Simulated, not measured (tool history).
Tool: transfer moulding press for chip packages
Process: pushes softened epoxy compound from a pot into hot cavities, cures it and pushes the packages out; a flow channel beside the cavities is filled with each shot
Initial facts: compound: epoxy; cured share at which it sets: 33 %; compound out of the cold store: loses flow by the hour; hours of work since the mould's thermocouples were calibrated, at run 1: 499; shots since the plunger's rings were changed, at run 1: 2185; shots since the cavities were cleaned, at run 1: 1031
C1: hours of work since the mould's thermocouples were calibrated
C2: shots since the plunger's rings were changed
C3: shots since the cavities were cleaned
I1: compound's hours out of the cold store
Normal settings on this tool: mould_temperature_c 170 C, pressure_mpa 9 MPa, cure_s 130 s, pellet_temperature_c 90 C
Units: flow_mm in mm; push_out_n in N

Run 1, hour 0: usual settings; C1 499; C2 2185; C3 1031; I1 44. Result: flow_mm 769 mm, push_out_n 283 N.
At hour 16.9: cavities cleaned with cleaning compound and waxed.
Run 2, hour 50.3: usual settings; C1 535; C2 2671; C3 333; I1 22.4. Result: flow_mm 846 mm, push_out_n 318 N.
At hour 64.7: plunger's sealing rings changed.
Run 3, hour 103.5: usual settings but mould_temperature_c 167 C; C1 572; C2 387; C3 838; I1 41.4. Result: flow_mm 802 mm, push_out_n 359 N.
At hour 142.5: cavities cleaned with cleaning compound and waxed.
Run 4, hour 152.3: usual settings; C1 606; C2 857; C3 98; I1 42.4. Result: flow_mm 793 mm, push_out_n 212 N.
Run 5, hour 179.8: usual settings but mould_temperature_c 166 C; C1 626; C2 1131; C3 372; I1 34.3. Result: flow_mm 822 mm, push_out_n 287 N.
Run 6, hour 244.2: usual settings; C1 673; C2 1772; C3 1013; I1 10. Result: flow_mm 914 mm, push_out_n 278 N.
At hour 262.8: cavities cleaned with cleaning compound and waxed.
Run 7, hour 294.8: usual settings but pressure_mpa 9.04 MPa; C1 709; C2 2260; C3 319; I1 15.5. Result: flow_mm 864 mm, push_out_n 247 N.
At hour 327.9: mould's thermocouples calibrated.
At hour 353.5: plunger's sealing rings changed.
Run 8, hour 363.8: usual settings but pressure_mpa 9.04 MPa; C1 24; C2 103; C3 962; I1 27.9. Result: flow_mm 871 mm, push_out_n 259 N.
At hour 380.6: cavities cleaned with cleaning compound and waxed, once more.
Run 9, hour 417.5: usual settings but pressure_mpa 9.04 MPa; C1 63; C2 622; C3 368; I1 45.8. Result: flow_mm 789 mm, push_out_n 229 N.
Run 10, hour 468.6: usual settings but pressure_mpa 9.04 MPa; C1 100; C2 1130; C3 876; I1 14.2. Result: flow_mm 895 mm, push_out_n 249 N.
At hour 500.4: cavities cleaned with cleaning compound and waxed.
Run 11, hour 508.4: usual settings but pressure_mpa 9.04 MPa; C1 128; C2 1511; C3 80; I1 22.5. Result: flow_mm 859 mm, push_out_n 193 N.
Run 12, hour 538.5: usual settings but pressure_mpa 9.04 MPa; C1 150; C2 1811; C3 380; I1 25.5. Result: flow_mm 845 mm, push_out_n 238 N.
Run 13, hour 577.2: usual settings but pressure_mpa 9.04 MPa; C1 178; C2 2195; C3 764; I1 8.2. Result: flow_mm 908 mm, push_out_n 274 N.

Run 14 comes next. What will it give?
Run 14, hour 616.2: usual settings but pressure_mpa 9.04 MPa; C1 206; C2 2584; C3 1153; I1 15.4. Result: flow_mm ?, push_out_n ?.

flow_mm: 870 mm
push_out_n: 272 N
Had the tool carried no hidden state, the very same run would have given flow_mm 912 mm, push_out_n 180 N.
